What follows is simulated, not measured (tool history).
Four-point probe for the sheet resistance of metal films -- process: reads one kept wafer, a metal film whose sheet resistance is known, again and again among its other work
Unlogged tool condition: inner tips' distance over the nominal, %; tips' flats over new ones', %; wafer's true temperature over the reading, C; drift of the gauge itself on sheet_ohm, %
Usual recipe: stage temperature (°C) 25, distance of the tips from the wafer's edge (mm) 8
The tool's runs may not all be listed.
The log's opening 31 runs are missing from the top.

run	hour	stage temperature (°C)	distance of the tips from the wafer's edge (mm)	touches since the probe head was changed	hours of work since the stage's thermometer was calibrated	sheet resistance as the instrument gives it (ohm/square)
32	1877.3	26	4	18030	257	0.084361
33	1935.3	18	7	21049	297	0.081516
34	1969.8	18	7	22849	320	0.081516
35	2032.5	26	53	26111	363	0.080302
36	2077.2	26	53	28443	394	0.080360
37	2129.7	26	53	31176	430	0.080370
38	2168.9	25	45	33218	457	0.080369
39	2204.5	32	8	35069	482	0.081519
40	2258.8	32	8	37895	519	0.081540
41	2297.2	34	4	39896	546	0.084616
42	2364.9	31	4	43421	592	0.084591
43	2405.5	31	4	45534	620	0.084604
44	2447.1	31	4	47701	649	0.084655
45	2499.3	34	73	50421	685	0.080529

What if the next run were any one of these 3? Each begins from the tool's condition after run 45:
A	2553.7	30	20	53253	722	?
B	2553.7	25	18	53253	722	?
C	2553.7	28	8	53253	722	?

run	sheet resistance as the instrument gives it (ohm/square)
A	0.080687
B	0.080633
C	0.081541
Without the tool's unlogged condition, the same runs would have read:
run	sheet resistance as the instrument gives it (ohm/square)
A	0.080788
B	0.080733
C	0.081642

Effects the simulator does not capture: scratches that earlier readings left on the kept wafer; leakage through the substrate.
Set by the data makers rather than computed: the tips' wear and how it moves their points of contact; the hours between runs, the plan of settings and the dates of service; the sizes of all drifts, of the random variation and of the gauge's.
